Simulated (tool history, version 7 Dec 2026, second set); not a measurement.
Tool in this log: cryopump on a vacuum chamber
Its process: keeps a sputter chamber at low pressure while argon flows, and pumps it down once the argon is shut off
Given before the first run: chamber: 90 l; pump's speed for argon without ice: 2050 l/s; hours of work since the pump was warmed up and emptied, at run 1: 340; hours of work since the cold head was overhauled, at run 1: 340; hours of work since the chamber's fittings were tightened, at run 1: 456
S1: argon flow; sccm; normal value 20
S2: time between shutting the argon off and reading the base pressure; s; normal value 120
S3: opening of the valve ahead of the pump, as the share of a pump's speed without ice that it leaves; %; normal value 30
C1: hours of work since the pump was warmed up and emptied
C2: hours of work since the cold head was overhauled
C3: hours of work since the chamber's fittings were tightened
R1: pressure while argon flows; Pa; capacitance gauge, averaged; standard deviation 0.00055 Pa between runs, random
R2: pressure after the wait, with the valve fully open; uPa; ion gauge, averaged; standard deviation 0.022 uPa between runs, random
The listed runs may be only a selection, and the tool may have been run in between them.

| run | hour | S1 | S2 | S3 | C1 | C2 | C3 | R1 | R2 |
|---|---|---|---|---|---|---|---|---|---|
| 1 | 0 | 20 | 120 | 30 | 340 | 340 | 456 | 0.0575 | 0.73 |
| 2 | 28.6 | 20 | 120 | 30 | 355 | 355 | 471 | 0.0584 | 0.76 |
| 3 | 63.1 | 20 | 120 | 30 | 374 | 374 | 490 | 0.0574 | 0.78 |
| 4 | 84.3 | 20 | 120 | 30 | 385 | 385 | 501 | 0.0582 | 0.78 |
| 5 | 109.4 | 20 | 120 | 30 | 399 | 399 | 515 | 0.058 | 0.83 |
| 6 | 136.2 | 20 | 120 | 30 | 413 | 413 | 530 | 0.0587 | 0.82 |
| 7 | 162.1 | 20 | 52 | 30 | 427 | 427 | 544 | 0.058 | 1.42 |
| 8 | 181.8 | 20 | 52 | 30 | 438 | 438 | 554 | 0.0572 | 1.36 |
| 9 | 218.9 | 20 | 52 | 30 | 458 | 458 | 574 | 0.0572 | 1.33 |
| 10 | 246 | 20 | 52 | 30 | 473 | 473 | 589 | 0.0586 | 1.4 |
| 11 | 285.9 | 20 | 120 | 30 | 494 | 494 | 611 | 0.0588 | 0.9 |
| 12 | 310.6 | 20 | 120 | 30 | 508 | 508 | 624 | 0.0594 | 0.87 |
| 13 | 340.4 | 20 | 120 | 30 | 524 | 524 | 640 | 0.0587 | 0.9 |
| 14 | 373.9 | 20 | 120 | 30 | 542 | 542 | 658 | 0.0585 | 0.9 |
| 15 | 392.6 | 20 | 120 | 30 | 552 | 552 | 668 | 0.0582 | 0.96 |
|  | 431.4 | pump warmed up, emptied and cooled again |
| 16 | 437.3 | 9 | 120 | 30 | 3 | 573 | 690 | 0.0241 | 0.87 |
| 17 | 474.6 | 9 | 120 | 30 | 23 | 594 | 710 | 0.0244 | 0.84 |
| 18 | 512.9 | 9 | 120 | 22 | 44 | 614 | 731 | 0.0333 | 0.86 |
| 19 | 534.3 | 9 | 120 | 22 | 56 | 626 | 742 | 0.0338 | 0.89 |
| 20 | 571.7 | 13 | 120 | 50 | 76 | 646 | 763 | 0.0223 | 0.88 |
| 21 | 593.3 | 13 | 120 | 50 | 88 | 658 | 774 | 0.0222 | 0.9 |
| 22 | 623.6 | 13 | 74 | 29 | 104 | 674 | 791 | 0.0374 | 1.16 |
| 23 | 647.5 | 13 | 27 | 24 | 117 | 687 | 804 | 0.0448 | 2.26 |
| 24 | 673.2 | 31 | 135 | 49 | 131 | 701 | 817 | 0.0527 | 0.85 |
| 25 | 697.6 | 31 | 135 | 49 | 144 | 714 | 831 | 0.0542 | 0.85 |
| 26 | 732.6 | 16 | 50 | 54 | 163 | 733 | 850 | 0.0246 | 1.46 |
| 27 | 756.3 | 20 | 120 | 34 | 176 | 746 | 862 | 0.0495 | 0.92 |
| 28 | 783.2 | 20 | 120 | 34 | 190 | 761 | 877 | 0.0497 | 0.96 |
| 29 | 806.1 | 9 | 168 | 34 | 203 | 773 | 889 | 0.0222 | 0.78 |
| 30 | 830.6 | 16 | 120 | 29 | 216 | 786 | 903 | 0.0469 | 0.93 |
| 31 | 854.4 | 16 | 120 | 29 | 229 | 799 | 916 | 0.0461 | 0.96 |
| 32 | 879.1 | 16 | 120 | 29 | 242 | 813 | 929 | 0.0464 | 0.95 |
| 33 | 898.1 | 20 | 120 | 25 | 253 | 823 | 939 | 0.0679 | 0.97 |

Predict each of these 5 candidate next runs independently; none follows another, all start after run 33:
| A | 931.9 | 18 | 120 | 60 | 271 | 841 | 957 | ? | ? |
| B | 931.9 | 20 | 31 | 30 | 271 | 841 | 957 | ? | ? |
| C | 931.9 | 31 | 51 | 52 | 271 | 841 | 957 | ? | ? |
| D | 931.9 | 20 | 66 | 25 | 271 | 841 | 957 | ? | ? |
| E | 931.9 | 37 | 262 | 25 | 271 | 841 | 957 | ? | ? |

| run | R1 | R2 |
|---|---|---|
| A | 0.0255 | 0.96 |
| B | 0.0563 | 2.12 |
| C | 0.052 | 1.52 |
| D | 0.0679 | 1.38 |
| E | 0.1241 | 0.77 |
Without the tool's unlogged condition, the same runs would have read:
| run | R1 | R2 |
|---|---|---|
| A | 0.0237 | 0.52 |
| B | 0.0544 | 1.69 |
| C | 0.049 | 1.08 |
| D | 0.066 | 0.92 |
| E | 0.1206 | 0.34 |
